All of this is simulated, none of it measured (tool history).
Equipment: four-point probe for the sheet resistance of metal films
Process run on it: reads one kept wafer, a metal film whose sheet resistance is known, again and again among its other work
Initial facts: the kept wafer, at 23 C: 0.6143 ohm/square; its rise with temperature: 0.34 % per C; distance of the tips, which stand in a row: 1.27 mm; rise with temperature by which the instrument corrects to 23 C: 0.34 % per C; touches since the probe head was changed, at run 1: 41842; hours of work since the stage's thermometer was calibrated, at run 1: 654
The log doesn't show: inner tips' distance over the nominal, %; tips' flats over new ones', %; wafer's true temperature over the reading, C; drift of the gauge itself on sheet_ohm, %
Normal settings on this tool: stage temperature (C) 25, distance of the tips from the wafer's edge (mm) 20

| run | day | stage temperature (C) | distance of the tips from the wafer's edge (mm) | touches since the probe head was changed | hours of work since the stage's thermometer was calibrated | sheet resistance as the instrument gives it (ohm/square) |
|---|---|---|---|---|---|---|
| 1 | 0 | 25 | 20 | 41842 | 654 | 0.614539 |
| 2 | 1.638 | 25 | 20 | 44082 | 681 | 0.614147 |
| 3 | 3.208 | 25 | 20 | 46237 | 707 | 0.614192 |
| 4 | 5.204 | 25 | 20 | 48971 | 741 | 0.614032 |
| 5 | 6.321 | 25 | 20 | 50501 | 759 | 0.61403 |
| 6 | 7.921 | 31 | 20 | 52693 | 786 | 0.614168 |
| 7 | 9.067 | 31 | 20 | 54262 | 805 | 0.614091 |
| 8 | 10.033 | 31 | 20 | 55585 | 821 | 0.61408 |
| 9 | 11.958 | 31 | 20 | 58223 | 854 | 0.614043 |
| 10 | 13.342 | 31 | 20 | 60120 | 877 | 0.61417 |
| 11 | 15.096 | 24 | 44 | 62521 | 906 | 0.612284 |
| 12 | 16.846 | 24 | 44 | 64921 | 935 | 0.612205 |
| 13 | 18.25 | 24 | 44 | 66842 | 959 | 0.612187 |
|  | 18.408 | stage's thermometer calibrated |
| 14 | 19.771 | 32 | 47 | 68898 | 23 | 0.612366 |
| 15 | 21.171 | 32 | 47 | 70820 | 46 | 0.612464 |
| 16 | 22.9 | 22 | 8 | 73188 | 75 | 0.619637 |
| 17 | 24.392 | 22 | 25 | 75230 | 100 | 0.612025 |
| 18 | 25.875 | 25 | 22 | 77265 | 125 | 0.6126 |
| 19 | 26.992 | 25 | 18 | 78789 | 143 | 0.613261 |
| 20 | 28.242 | 28 | 14 | 80506 | 164 | 0.614274 |

Alternative continuations, all from the tool just after run 20; predict every row:
| A | 30.017 | 28 | 7 | 82937 | 194 | ? |
| B | 30.017 | 28 | 9 | 82937 | 194 | ? |
| C | 30.017 | 25 | 21 | 82937 | 194 | ? |
| D | 30.017 | 29 | 13 | 82937 | 194 | ? |

| run | sheet resistance as the instrument gives it (ohm/square) |
|---|---|
| A | 0.621984 |
| B | 0.617984 |
| C | 0.612228 |
| D | 0.614397 |
With the hidden condition removed and each run's random variation left untouched, the same runs would have given:
| run | sheet resistance as the instrument gives it (ohm/square) |
|---|---|
| A | 0.625196 |
| B | 0.621177 |
| C | 0.615398 |
| D | 0.617571 |
